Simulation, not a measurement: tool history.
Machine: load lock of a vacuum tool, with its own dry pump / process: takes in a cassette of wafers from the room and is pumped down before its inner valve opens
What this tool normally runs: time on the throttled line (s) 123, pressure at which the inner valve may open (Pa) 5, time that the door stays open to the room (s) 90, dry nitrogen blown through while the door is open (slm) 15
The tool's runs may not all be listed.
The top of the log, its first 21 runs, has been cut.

| run | day | time on the throttled line (s) | pressure at which the inner valve may open (Pa) | time that the door stays open to the room (s) | dry nitrogen blown through while the door is open (slm) | incoming humidity of the room's air, % | time from the closed door until the inner valve may open (s) | rise of the pressure with all valves shut (Pa/min) |
|---|---|---|---|---|---|---|---|---|
| 22 | 204.667 | 239 | 8 | 180 | 8 | 43.3 | 272.2 | 0.125 |
| 23 | 214.571 | 239 | 10 | 180 | 8 | 40.8 | 277.7 | 0.132 |
| 24 | 220.583 | 123 | 5 | 25 | 15 | 48.6 | 176.8 | 0.114 |
| 25 | 234.033 | 123 | 5 | 25 | 15 | 44.1 | 178.6 | 0.116 |
| 26 | 240.246 | 72 | 7 | 90 | 15 | 44.9 | 129.4 | 0.134 |
| 27 | 246.912 | 72 | 7 | 90 | 15 | 47.6 | 130.8 | 0.138 |
| 28 | 260.083 | 123 | 5 | 90 | 18 | 44 | 176.6 | 0.147 |
| 29 | 273.538 | 123 | 5 | 90 | 18 | 46.3 | 178.5 | 0.155 |
| 30 | 283.95 | 144 | 5 | 118 | 26 | 41.9 | 200.1 | 0.162 |
| 31 | 296.633 | 144 | 5 | 118 | 26 | 45.1 | 198.5 | 0.173 |
| 32 | 309.092 | 123 | 9 | 90 | 15 | 49.4 | 173.7 | 0.188 |
| 33 | 317.346 | 70 | 7 | 80 | 15 | 44.2 | 130.1 | 0.192 |
| 34 | 326.654 | 170 | 5 | 90 | 15 | 44.8 | 218.2 | 0.2 |
| 35 | 338.696 | 170 | 5 | 90 | 15 | 47.5 | 222.5 | 0.217 |
| 36 | 348.033 | 123 | 5 | 26 | 39 | 45.5 | 180.4 | 0.205 |

What if the next run were any one of these 5? Each begins from the tool's condition after run 36:
| A | 358.421 | 123 | 5 | 154 | 15 | 43.7 | ? | ? |
| B | 358.421 | 97 | 7 | 90 | 15 | 43.1 | ? | ? |
| C | 358.421 | 81 | 5 | 26 | 11 | 42.9 | ? | ? |
| D | 358.421 | 77 | 8 | 90 | 15 | 41.9 | ? | ? |
| E | 358.421 | 123 | 9 | 39 | 15 | 40.8 | ? | ? |

| run | time from the closed door until the inner valve may open (s) | rise of the pressure with all valves shut (Pa/min) |
|---|---|---|
| A | 180.9 | 0.243 |
| B | 152.9 | 0.232 |
| C | 143.8 | 0.223 |
| D | 135.2 | 0.228 |
| E | 175 | 0.217 |
Without the tool's hidden state the same runs would have given:
| run | time from the closed door until the inner valve may open (s) | rise of the pressure with all valves shut (Pa/min) |
|---|---|---|
| A | 177.6 | 0.045 |
| B | 149.7 | 0.033 |
| C | 140.2 | 0.021 |
| D | 132 | 0.03 |
| E | 172 | 0.017 |
